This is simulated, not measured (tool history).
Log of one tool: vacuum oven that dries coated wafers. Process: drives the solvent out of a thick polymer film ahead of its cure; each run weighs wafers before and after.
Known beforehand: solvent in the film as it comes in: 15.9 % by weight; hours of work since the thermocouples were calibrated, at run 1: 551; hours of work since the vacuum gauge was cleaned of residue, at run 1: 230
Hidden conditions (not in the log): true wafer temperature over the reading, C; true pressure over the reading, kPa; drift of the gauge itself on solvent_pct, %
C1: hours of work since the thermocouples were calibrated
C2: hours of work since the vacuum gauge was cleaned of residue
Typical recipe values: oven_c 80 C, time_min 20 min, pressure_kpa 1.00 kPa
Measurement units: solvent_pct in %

run 1 day=0.000 | oven_c=80 time_min=20 pressure_kpa=1.00 | C1=551 C2=230 | solvent_pct=0.77
run 2 day=0.404 | oven_c=80 time_min=20 pressure_kpa=1.00 | C1=557 C2=237 | solvent_pct=0.78
run 3 day=0.700 | oven_c=80 time_min=20 pressure_kpa=1.00 | C1=561 C2=241 | solvent_pct=0.76
run 4 day=0.983 | oven_c=80 time_min=20 pressure_kpa=1.00 | C1=566 C2=246 | solvent_pct=0.76
run 5 day=1.446 | oven_c=80 time_min=20 pressure_kpa=1.00 | C1=573 C2=253 | solvent_pct=0.78
run 6 day=1.900 | oven_c=80 time_min=20 pressure_kpa=1.00 | C1=580 C2=260 | solvent_pct=0.70
run 7 day=2.162 | oven_c=80 time_min=20 pressure_kpa=1.00 | C1=584 C2=264 | solvent_pct=0.76
run 8 day=2.483 | oven_c=80 time_min=20 pressure_kpa=1.00 | C1=589 C2=269 | solvent_pct=0.74
run 9 day=3.067 | oven_c=80 time_min=20 pressure_kpa=1.00 | C1=598 C2=278 | solvent_pct=0.77
run 10 day=3.671 | oven_c=80 time_min=20 pressure_kpa=3.27 | C1=607 C2=287 | solvent_pct=1.58
run 11 day=4.304 | oven_c=80 time_min=20 pressure_kpa=3.27 | C1=617 C2=297 | solvent_pct=1.58
run 12 day=4.646 | oven_c=80 time_min=13 pressure_kpa=1.00 | C1=622 C2=302 | solvent_pct=1.62
run 13 day=5.271 | oven_c=80 time_min=13 pressure_kpa=2.15 | C1=632 C2=311 | solvent_pct=2.00
run 14 day=5.638 | oven_c=80 time_min=20 pressure_kpa=1.00 | C1=637 C2=317 | solvent_pct=0.80
run 15 day=6.025 | oven_c=80 time_min=20 pressure_kpa=1.00 | C1=643 C2=323 | solvent_pct=0.77
run 16 day=6.425 | oven_c=80 time_min=32 pressure_kpa=1.00 | C1=649 C2=329 | solvent_pct=0.44
run 17 day=6.962 | oven_c=80 time_min=32 pressure_kpa=1.00 | C1=658 C2=337 | solvent_pct=0.44
run 18 day=7.483 | oven_c=80 time_min=32 pressure_kpa=1.00 | C1=666 C2=345 | solvent_pct=0.45
run 19 day=7.925 | oven_c=80 time_min=20 pressure_kpa=1.00 | C1=672 C2=352 | solvent_pct=0.78
run 20 day=8.383 | oven_c=80 time_min=20 pressure_kpa=1.00 | C1=679 C2=359 | solvent_pct=0.76
run 21 day=8.808 | oven_c=80 time_min=20 pressure_kpa=1.00 | C1=686 C2=366 | solvent_pct=0.78
run 22 day=9.379 | oven_c=80 time_min=20 pressure_kpa=1.00 | C1=695 C2=375 | solvent_pct=0.77
run 23 day=9.938 | oven_c=70 time_min=20 pressure_kpa=1.00 | C1=703 C2=383 | solvent_pct=2.58
run 24 day=10.296 | oven_c=70 time_min=20 pressure_kpa=1.00 | C1=709 C2=389 | solvent_pct=2.57
run 25 day=10.567 | oven_c=76 time_min=32 pressure_kpa=1.00 | C1=713 C2=393 | solvent_pct=0.65
run 26 day=10.838 | oven_c=82 time_min=20 pressure_kpa=1.00 | C1=717 C2=397 | solvent_pct=0.61
run 27 day=11.146 | oven_c=82 time_min=20 pressure_kpa=1.00 | C1=722 C2=402 | solvent_pct=0.58
run 28 day=11.738 | oven_c=82 time_min=20 pressure_kpa=1.00 | C1=731 C2=411 | solvent_pct=0.62
run 29 day=12.096 | oven_c=92 time_min=21 pressure_kpa=1.27 | C1=737 C2=416 | solvent_pct=0.31
run 30 day=12.525 | oven_c=80 time_min=12 pressure_kpa=0.62 | C1=743 C2=423 | solvent_pct=1.73
run 31 day=12.883 | oven_c=67 time_min=30 pressure_kpa=0.90 | C1=749 C2=429 | solvent_pct=1.92
run 32 day=13.221 | oven_c=67 time_min=30 pressure_kpa=1.47 | C1=754 C2=434 | solvent_pct=2.25
run 33 day=13.654 | oven_c=67 time_min=30 pressure_kpa=1.47 | C1=761 C2=440 | solvent_pct=2.27
run 34 day=13.996 | oven_c=67 time_min=30 pressure_kpa=1.47 | C1=766 C2=446 | solvent_pct=2.28
run 35 day=14.471 | oven_c=67 time_min=10 pressure_kpa=1.47 | C1=773 C2=453 | solvent_pct=6.72
run 36 day=14.950 | oven_c=84 time_min=23 pressure_kpa=1.11 | C1=780 C2=460 | solvent_pct=0.46
run 37 day=15.571 | oven_c=83 time_min=10 pressure_kpa=1.00 | C1=790 C2=470 | solvent_pct=1.81
run 38 day=15.838 | oven_c=83 time_min=21 pressure_kpa=1.47 | C1=794 C2=474 | solvent_pct=0.67
run 39 day=16.429 | oven_c=78 time_min=19 pressure_kpa=3.81 | C1=803 C2=483 | solvent_pct=2.14
run 40 day=16.771 | oven_c=78 time_min=20 pressure_kpa=0.75 | C1=808 C2=488 | solvent_pct=0.87
run 41 day=17.121 | oven_c=78 time_min=20 pressure_kpa=0.75 | C1=814 C2=494 | solvent_pct=0.84
run 42 day=17.621 | oven_c=71 time_min=22 pressure_kpa=1.00 | C1=822 C2=501 | solvent_pct=1.97
run 43 day=17.925 | oven_c=73 time_min=20 pressure_kpa=1.03 | C1=826 C2=506 | solvent_pct=1.87
run 44 day=18.454 | oven_c=73 time_min=20 pressure_kpa=1.03 | C1=834 C2=514 | solvent_pct=1.88
run 45 day=18.729 | oven_c=79 time_min=12 pressure_kpa=0.83 | C1=839 C2=518 | solvent_pct=2.05
run 46 day=19.162 | oven_c=77 time_min=13 pressure_kpa=0.84 | C1=845 C2=525 | solvent_pct=2.23
run 47 day=19.733 | oven_c=84 time_min=15 pressure_kpa=3.96 | C1=854 C2=534 | solvent_pct=1.70

Below, some changes in solvent_pct between adjacent runs. For each, the amount present without the hidden state too (settings, incoming material, random variation) and the amount remaining for the hidden state with gauge scatter not shared by both compared results:
Run 24 -> 25: oven_c 70 -> 76, time_min 20 -> 32. solvent_pct -1.92 %: hidden state +0.19, all else -2.11.
Run 34 -> 35: time_min 30 -> 10. solvent_pct +4.44 %: hidden state -0.11, all else +4.55.
Run 35 -> 36: oven_c 67 -> 84, time_min 10 -> 23, pressure_kpa 1.47 -> 1.11. solvent_pct -6.26 %: hidden state +0.28, all else -6.54.
Run 36 -> 37: oven_c 84 -> 83, time_min 23 -> 10, pressure_kpa 1.11 -> 1.00. solvent_pct +1.35 %: hidden state -0.19, all else +1.54.

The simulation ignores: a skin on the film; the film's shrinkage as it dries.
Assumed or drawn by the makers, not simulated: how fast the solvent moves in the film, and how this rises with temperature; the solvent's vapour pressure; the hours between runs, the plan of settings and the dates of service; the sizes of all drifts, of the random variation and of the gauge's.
